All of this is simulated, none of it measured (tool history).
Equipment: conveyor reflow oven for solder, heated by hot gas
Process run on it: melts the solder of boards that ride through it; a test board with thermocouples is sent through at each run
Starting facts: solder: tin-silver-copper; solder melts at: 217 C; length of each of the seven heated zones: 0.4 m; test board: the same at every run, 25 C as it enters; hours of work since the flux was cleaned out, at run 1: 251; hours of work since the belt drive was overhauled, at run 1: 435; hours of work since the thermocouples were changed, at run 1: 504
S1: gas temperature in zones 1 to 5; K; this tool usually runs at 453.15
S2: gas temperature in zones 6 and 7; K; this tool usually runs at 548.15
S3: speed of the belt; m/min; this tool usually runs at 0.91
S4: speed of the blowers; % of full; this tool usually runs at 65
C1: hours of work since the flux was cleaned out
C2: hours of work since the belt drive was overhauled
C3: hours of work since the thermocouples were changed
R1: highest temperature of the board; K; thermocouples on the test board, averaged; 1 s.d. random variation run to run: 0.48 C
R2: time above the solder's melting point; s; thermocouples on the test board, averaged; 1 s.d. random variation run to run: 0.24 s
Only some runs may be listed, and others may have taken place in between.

run 1 day=0 | S1=453.15 S2=548.15 S3=0.91 S4=65 | C1=251 C2=435 C3=504 | R1=527.95 R2=42.2
run 2 day=0.938 | S1=453.15 S2=548.15 S3=1.082 S4=65 | C1=262 C2=447 C3=515 | R1=520.65 R2=31.5
run 3 day=1.879 | S1=453.15 S2=548.15 S3=1.082 S4=65 | C1=274 C2=458 C3=527 | R1=520.55 R2=31.2
run 4 day=2.671 | S1=453.15 S2=548.15 S3=1.082 S4=57 | C1=284 C2=468 C3=537 | R1=518.65 R2=29.4
run 5 day=3.633 | S1=465.15 S2=548.15 S3=0.91 S4=65 | C1=296 C2=480 C3=549 | R1=530.05 R2=46.7
run 6 day=4.333 | S1=453.15 S2=548.15 S3=0.91 S4=65 | C1=305 C2=489 C3=558 | R1=528.05 R2=41.9
run 7 day=5.138 | S1=453.15 S2=548.15 S3=0.91 S4=65 | C1=315 C2=499 C3=568 | R1=528.95 R2=41.9
run 8 day=6.246 | S1=453.15 S2=548.15 S3=0.91 S4=65 | C1=329 C2=513 C3=582 | R1=527.65 R2=41.3
run 9 day=7.004 | S1=453.15 S2=548.15 S3=0.91 S4=65 | C1=339 C2=523 C3=592 | R1=526.95 R2=41.6
run 10 day=7.625 | S1=453.15 S2=548.15 S3=0.91 S4=65 | C1=347 C2=531 C3=600 | R1=527.95 R2=41.6
run 11 day=8.271 | S1=453.15 S2=548.15 S3=0.91 S4=65 | C1=355 C2=539 C3=608 | R1=527.55 R2=41.3
run 12 day=9.121 | S1=453.15 S2=548.15 S3=0.91 S4=65 | C1=365 C2=550 C3=618 | R1=527.15 R2=41.3
-- day=9.454 flux residue cleaned out of gas plates and filters
run 13 day=10.375 | S1=453.15 S2=548.15 S3=0.91 S4=65 | C1=12 C2=563 C3=632 | R1=524.55 R2=39.8
run 14 day=11.188 | S1=453.15 S2=548.15 S3=0.968 S4=65 | C1=22 C2=573 C3=642 | R1=522.05 R2=36
run 15 day=11.738 | S1=453.15 S2=548.15 S3=0.968 S4=65 | C1=29 C2=580 C3=649 | R1=522.85 R2=35.6
run 16 day=12.296 | S1=453.15 S2=548.15 S3=0.968 S4=65 | C1=36 C2=587 C3=656 | R1=521.75 R2=35.8
run 17 day=12.983 | S1=453.15 S2=548.15 S3=0.961 S4=80 | C1=44 C2=596 C3=664 | R1=524.25 R2=38.2
run 18 day=14 | S1=453.15 S2=547.15 S3=0.91 S4=65 | C1=57 C2=608 C3=677 | R1=522.95 R2=39.4
run 19 day=15.033 | S1=453.15 S2=547.15 S3=0.91 S4=65 | C1=70 C2=621 C3=690 | R1=523.25 R2=39.4
run 20 day=16.192 | S1=453.15 S2=548.15 S3=0.91 S4=55 | C1=85 C2=636 C3=705 | R1=521.15 R2=37.9
run 21 day=17.042 | S1=453.15 S2=548.15 S3=0.91 S4=80 | C1=96 C2=647 C3=715 | R1=526.55 R2=41.3
-- day=17.371 flux residue cleaned out of gas plates and filters, once more
run 22 day=18.183 | S1=453.15 S2=548.15 S3=0.91 S4=80 | C1=10 C2=658 C3=727 | R1=533.65 R2=45.4
run 23 day=18.792 | S1=453.15 S2=562.15 S3=0.877 S4=70 | C1=18 C2=666 C3=735 | R1=544.65 R2=50.7
run 24 day=20.15 | S1=453.15 S2=548.15 S3=0.839 S4=73 | C1=35 C2=683 C3=752 | R1=534.25 R2=49.8
run 25 day=21.333 | S1=465.15 S2=548.15 S3=0.91 S4=64 | C1=50 C2=698 C3=767 | R1=532.05 R2=48.1
run 26 day=21.904 | S1=465.15 S2=554.15 S3=0.961 S4=64 | C1=57 C2=705 C3=774 | R1=534.75 R2=46.1
run 27 day=23.083 | S1=465.15 S2=555.15 S3=0.961 S4=73 | C1=72 C2=720 C3=789 | R1=538.55 R2=47.6
run 28 day=24.125 | S1=465.15 S2=555.15 S3=0.961 S4=73 | C1=85 C2=733 C3=802 | R1=537.05 R2=47.5

The next listed run, before its measurement:
run 29 day=25.458 | S1=465.15 S2=555.15 S3=0.961 S4=73 | C1=102 C2=750 C3=819 | R1=? R2=?

For run 29 the tool returned R1 538.35 K, R2 47.4 s.
On a tool with no hidden condition, and with the same random variation, this run would have come out at R1 540.25 K, R2 47.2 s.
